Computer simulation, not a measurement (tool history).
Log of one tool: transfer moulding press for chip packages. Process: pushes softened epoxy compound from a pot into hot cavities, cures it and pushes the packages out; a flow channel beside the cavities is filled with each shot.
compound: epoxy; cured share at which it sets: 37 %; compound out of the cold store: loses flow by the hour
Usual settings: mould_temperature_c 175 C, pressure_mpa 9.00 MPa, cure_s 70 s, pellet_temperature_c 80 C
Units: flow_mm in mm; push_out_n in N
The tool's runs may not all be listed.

| run | day | mould_temperature_c | pressure_mpa | cure_s | pellet_temperature_c | incoming compound's hours out of the cold store | flow_mm | push_out_n |
|---|---|---|---|---|---|---|---|---|
| 1 | 0.000 | 175 | 9.00 | 70 | 80 | 13.8 | 816 | 1301 |
|  | 0.654 | cavities cleaned with cleaning compound and waxed |
|  | 2.175 | cavities cleaned with cleaning compound and waxed |
| 2 | 2.508 | 175 | 9.00 | 70 | 74 | 23.2 | 770 | 1020 |
|  | 3.121 | plunger's sealing rings changed |
|  | 3.771 | cavities cleaned with cleaning compound and waxed |
| 3 | 3.875 | 175 | 9.00 | 70 | 74 | 20.3 | 851 | 849 |
|  | 5.383 | cavities cleaned with cleaning compound and waxed |
| 4 | 5.950 | 175 | 9.00 | 70 | 74 | 15.0 | 878 | 1101 |
|  | 6.996 | cavities cleaned with cleaning compound and waxed |
|  | 8.479 | cavities cleaned with cleaning compound and waxed |
| 5 | 8.521 | 175 | 9.00 | 70 | 74 | 27.1 | 807 | 766 |
|  | 10.108 | mould's thermocouples calibrated |
|  | 10.171 | cavities cleaned with cleaning compound and waxed |
| 6 | 10.708 | 175 | 9.00 | 70 | 73 | 28.5 | 788 | 1056 |
|  | 11.662 | cavities cleaned with cleaning compound and waxed |
| 7 | 12.346 | 175 | 9.00 | 70 | 83 | 19.4 | 800 | 1101 |
|  | 13.225 | cavities cleaned with cleaning compound and waxed |
|  | 14.738 | cavities cleaned with cleaning compound and waxed |
| 8 | 14.738 | 175 | 8.78 | 70 | 80 | 25.0 | 764 | 696 |
|  | 16.242 | cavities cleaned with cleaning compound and waxed |
| 9 | 16.242 | 175 | 8.78 | 70 | 80 | 20.0 | 770 | 747 |
|  | 17.762 | cavities cleaned with cleaning compound and waxed |
|  | 18.067 | plunger's sealing rings changed |
| 10 | 18.433 | 172 | 9.00 | 70 | 80 | 39.8 | 792 | 1294 |
|  | 19.408 | cavities cleaned with cleaning compound and waxed |
| 11 | 20.292 | 172 | 9.00 | 70 | 80 | 25.4 | 838 | 1494 |
|  | 21.100 | cavities cleaned with cleaning compound and waxed |
| 12 | 21.679 | 172 | 9.00 | 70 | 80 | 23.8 | 841 | 1293 |
|  | 22.583 | cavities cleaned with cleaning compound and waxed |
| 13 | 23.821 | 172 | 9.00 | 70 | 80 | 31.3 | 793 | 1534 |
|  | 24.096 | cavities cleaned with cleaning compound and waxed |
| 14 | 25.067 | 175 | 7.42 | 70 | 75 | 14.3 | 774 | 1272 |
|  | 25.688 | cavities cleaned with cleaning compound and waxed |
| 15 | 26.208 | 175 | 7.42 | 70 | 75 | 24.1 | 714 | 1026 |
|  | 27.242 | cavities cleaned with cleaning compound and waxed |
| 16 | 28.217 | 169 | 7.42 | 59 | 72 | 10.3 | 777 | 3103 |
|  | 28.921 | cavities cleaned with cleaning compound and waxed |
|  | 30.458 | cavities cleaned with cleaning compound and waxed |
| 17 | 30.762 | 178 | 7.31 | 70 | 80 | 18.5 | 705 | 756 |
|  | 31.946 | cavities cleaned with cleaning compound and waxed |
|  | 32.321 | mould's thermocouples calibrated |
| 18 | 32.404 | 178 | 7.31 | 70 | 80 | 12.7 | 715 | 863 |
|  | 32.962 | plunger's sealing rings changed |
|  | 33.683 | cavities cleaned with cleaning compound and waxed |
|  | 35.204 | cavities cleaned with cleaning compound and waxed |
| 19 | 35.204 | 178 | 7.31 | 69 | 75 | 15.0 | 776 | 630 |
|  | 36.792 | cavities cleaned with cleaning compound and waxed |
| 20 | 37.279 | 175 | 9.67 | 71 | 80 | 40.9 | 790 | 968 |
|  | 38.404 | cavities cleaned with cleaning compound and waxed |
| 21 | 38.862 | 175 | 9.67 | 71 | 80 | 39.4 | 791 | 949 |
|  | 40.021 | cavities cleaned with cleaning compound and waxed |
| 22 | 40.300 | 175 | 10.85 | 70 | 80 | 43.9 | 806 | 895 |
|  | 41.646 | cavities cleaned with cleaning compound and waxed |
| 23 | 42.279 | 169 | 6.91 | 70 | 72 | 19.8 | 736 | 1912 |
|  | 43.267 | cavities cleaned with cleaning compound and waxed |
| 24 | 44.150 | 169 | 6.91 | 70 | 72 | 27.2 | 680 | 1919 |
|  | 44.804 | cavities cleaned with cleaning compound and waxed |
| 25 | 45.988 | 175 | 8.48 | 70 | 80 | 40.0 | 683 | 1279 |
|  | 46.354 | cavities cleaned with cleaning compound and waxed |
|  | 47.783 | plunger's sealing rings changed |
|  | 48.033 | cavities cleaned with cleaning compound and waxed |
| 26 | 48.546 | 170 | 8.48 | 63 | 84 | 11.3 | 893 | 2094 |

Forecast each of these 3 alternatives for the next run:
|  | 49.675 | cavities cleaned with cleaning compound and waxed |
| A | 50.838 | 170 | 8.48 | 73 | 84 | 29.9 | ? | ? |
|  | 49.675 | cavities cleaned with cleaning compound and waxed |
| B | 50.838 | 170 | 7.37 | 81 | 80 | 27.6 | ? | ? |
|  | 49.675 | cavities cleaned with cleaning compound and waxed |
| C | 50.838 | 180 | 10.77 | 63 | 79 | 11.1 | ? | ? |

| run | flow_mm | push_out_n |
|---|---|---|
| A | 801 | 1703 |
| B | 758 | 1297 |
| C | 947 | 1198 |
Without the tool's hidden state the same runs would have given:
| run | flow_mm | push_out_n |
|---|---|---|
| A | 821 | 945 |
| B | 778 | 720 |
| C | 972 | 664 |
